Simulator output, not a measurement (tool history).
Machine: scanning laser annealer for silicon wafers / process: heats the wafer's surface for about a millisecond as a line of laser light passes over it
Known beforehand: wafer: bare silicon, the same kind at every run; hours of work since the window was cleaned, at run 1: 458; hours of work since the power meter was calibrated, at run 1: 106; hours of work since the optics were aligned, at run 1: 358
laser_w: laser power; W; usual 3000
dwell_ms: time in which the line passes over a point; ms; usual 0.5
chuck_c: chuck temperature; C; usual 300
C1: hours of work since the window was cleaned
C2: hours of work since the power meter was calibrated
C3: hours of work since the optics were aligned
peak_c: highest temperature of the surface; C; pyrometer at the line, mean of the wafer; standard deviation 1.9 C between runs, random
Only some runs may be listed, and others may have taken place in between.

Run 1, hour 0: usual settings; C1 458; C2 106; C3 358. Result: peak_c 1064 C.
Run 2, hour 9.3: usual settings; C1 463; C2 111; C3 363. Result: peak_c 1067 C.
Run 3, hour 14.7: usual settings; C1 467; C2 115; C3 366. Result: peak_c 1065 C.
Run 4, hour 22.1: usual settings; C1 471; C2 119; C3 371. Result: peak_c 1066 C.
Run 5, hour 31.3: usual settings; C1 476; C2 124; C3 376. Result: peak_c 1063 C.
Run 6, hour 39.6: usual settings; C1 481; C2 129; C3 381. Result: peak_c 1065 C.
Run 7, hour 49.4: usual settings; C1 487; C2 135; C3 387. Result: peak_c 1062 C.
Run 8, hour 58.7: usual settings; C1 493; C2 141; C3 392. Result: peak_c 1061 C.
Run 9, hour 69.5: usual settings; C1 499; C2 147; C3 399. Result: peak_c 1063 C.
Run 10, hour 76.7: usual settings; C1 503; C2 151; C3 403. Result: peak_c 1061 C.
Run 11, hour 86.5: usual settings; C1 509; C2 157; C3 409. Result: peak_c 1064 C.
Run 12, hour 95.5: usual settings; C1 514; C2 162; C3 414. Result: peak_c 1062 C.
Run 13, hour 101.1: usual settings; C1 518; C2 166; C3 417. Result: peak_c 1061 C.
Run 14, hour 112.6: usual settings; C1 524; C2 172; C3 424. Result: peak_c 1063 C.
Run 15, hour 118.2: usual settings; C1 528; C2 176; C3 427. Result: peak_c 1058 C.
Run 16, hour 125.9: usual settings; C1 532; C2 180; C3 432. Result: peak_c 1059 C.
Run 17, hour 134.5: usual settings but laser_w 3238 W; C1 537; C2 185; C3 437. Result: peak_c 1118 C.
Run 18, hour 139.7: usual settings but laser_w 3238 W; C1 540; C2 188; C3 440. Result: peak_c 1120 C.
Run 19, hour 147.5: usual settings but laser_w 3029 W, dwell_ms 0.541 ms; C1 545; C2 193; C3 445. Result: peak_c 1103 C.
Run 20, hour 157.7: usual settings but laser_w 3029 W, dwell_ms 0.541 ms; C1 551; C2 199; C3 451. Result: peak_c 1102 C.
Run 21, hour 165.9: usual settings but laser_w 3029 W, dwell_ms 0.541 ms; C1 556; C2 204; C3 455. Result: peak_c 1101 C.
Run 22, hour 172.2: usual settings but laser_w 3029 W, dwell_ms 0.541 ms; C1 559; C2 207; C3 459. Result: peak_c 1102 C.
Run 23, hour 179.8: usual settings but laser_w 3239 W, dwell_ms 0.502 ms, chuck_c 277 C; C1 564; C2 212; C3 464. Result: peak_c 1096 C.
At hour 182.3: window over the wafer cleaned.
Run 24, hour 193.5: usual settings but laser_w 3290 W, dwell_ms 0.445 ms, chuck_c 307 C; C1 7; C2 219; C3 470. Result: peak_c 1084 C.
Run 25, hour 205.7: usual settings but laser_w 2638 W, dwell_ms 0.495 ms; C1 14; C2 226; C3 478. Result: peak_c 962 C.
Run 26, hour 215.8: usual settings but laser_w 2706 W, dwell_ms 0.517 ms, chuck_c 310 C; C1 20; C2 232; C3 484. Result: peak_c 1005 C.
Run 27, hour 221.9: usual settings but laser_w 3146 W, dwell_ms 0.472 ms, chuck_c 310 C; C1 23; C2 235; C3 487. Result: peak_c 1076 C.
Run 28, hour 229: usual settings but laser_w 3146 W, dwell_ms 0.472 ms, chuck_c 310 C; C1 27; C2 240; C3 491. Result: peak_c 1075 C.
At hour 232.5: window over the wafer cleaned, once more.
Run 29, hour 236.6: usual settings but laser_w 3282 W, dwell_ms 0.493 ms, chuck_c 302 C; C1 2; C2 243; C3 495. Result: peak_c 1149 C.
Run 30, hour 246.2: usual settings but laser_w 3146 W, dwell_ms 0.479 ms, chuck_c 320 C; C1 8; C2 249; C3 500. Result: peak_c 1123 C.
Run 31, hour 252.2: usual settings but laser_w 3146 W, dwell_ms 0.479 ms, chuck_c 320 C; C1 12; C2 252; C3 504. Result: peak_c 1120 C.
Run 32, hour 259.4: usual settings but laser_w 3146 W, dwell_ms 0.479 ms, chuck_c 320 C; C1 16; C2 256; C3 508. Result: peak_c 1121 C.
Run 33, hour 270: usual settings but laser_w 3146 W, dwell_ms 0.479 ms, chuck_c 320 C; C1 22; C2 263; C3 514. Result: peak_c 1120 C.
Run 34, hour 274.9: usual settings but laser_w 2792 W, dwell_ms 0.556 ms, chuck_c 338 C; C1 25; C2 266; C3 517. Result: peak_c 1112 C.
Run 35, hour 282.1: usual settings but laser_w 2792 W, dwell_ms 0.556 ms, chuck_c 338 C; C1 29; C2 270; C3 521. Result: peak_c 1113 C.
Run 36, hour 289.6: usual settings but laser_w 2792 W, dwell_ms 0.406 ms, chuck_c 307 C; C1 34; C2 274; C3 526. Result: peak_c 950 C.

Below are 5 alternative next runs, each starting from the tool's condition after run 36. Predict each:
Run A, hour 300.2: usual settings but laser_w 2942 W, dwell_ms 0.406 ms, chuck_c 297 C; C1 40; C2 280; C3 532. Result: peak_c ?.
Run B, hour 300.2: usual settings but laser_w 2647 W, dwell_ms 0.46 ms, chuck_c 335 C; C1 40; C2 280; C3 532. Result: peak_c ?.
Run C, hour 300.2: usual settings but laser_w 3139 W, dwell_ms 0.481 ms; C1 40; C2 280; C3 532. Result: peak_c ?.
Run D, hour 300.2: usual settings but laser_w 2792 W, dwell_ms 0.406 ms, chuck_c 277 C; C1 40; C2 280; C3 532. Result: peak_c ?.
Run E, hour 300.2: usual settings but laser_w 2761 W, dwell_ms 0.598 ms, chuck_c 308 C; C1 40; C2 280; C3 532. Result: peak_c ?.

run  peak_c
  A     974
  B     990
  C    1096
  D     918
  E    1105
What these runs would have given with no unlogged condition in the tool:
run  peak_c
  A     984
  B     999
  C    1107
  D     927
  E    1116

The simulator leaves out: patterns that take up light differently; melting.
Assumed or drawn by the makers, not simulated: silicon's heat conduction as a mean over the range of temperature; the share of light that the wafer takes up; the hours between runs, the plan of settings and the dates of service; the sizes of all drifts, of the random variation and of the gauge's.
